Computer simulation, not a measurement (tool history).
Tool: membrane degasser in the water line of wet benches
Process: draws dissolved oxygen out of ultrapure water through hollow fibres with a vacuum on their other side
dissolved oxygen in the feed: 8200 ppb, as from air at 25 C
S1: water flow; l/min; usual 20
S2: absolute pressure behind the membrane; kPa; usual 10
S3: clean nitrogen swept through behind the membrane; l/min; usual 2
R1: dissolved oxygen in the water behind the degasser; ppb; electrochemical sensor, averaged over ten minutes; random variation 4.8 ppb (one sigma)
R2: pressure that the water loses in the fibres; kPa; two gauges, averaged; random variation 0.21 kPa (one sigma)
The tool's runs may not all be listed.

run,day,S1,S2,S3,R1,R2
1,0,20,10,2,484.9,48.43
2,1.388,20,10,2,480.7,48.33
3,3.379,20,10,2,477.1,48.29
4,5.329,13,10,2,229.5,31.33
5,7.658,20,10,2,478.5,48.51
6,9.246,20,10,2,478.2,48.46
7,11.625,20,10,2,475.1,47.84
8,13.079,25,10.3,4.59,579,60.28
9,15.842,25,10.3,4.59,568.8,60.09

Run 10 comes next. What will it give?
10,18.425,30,21.3,3.02,?,?

{"run 10": {"R1": 999.6, "R2": 72.08}}
Without the tool's hidden state the same run would have given R1 999.4 ppb, R2 72.08 kPa.
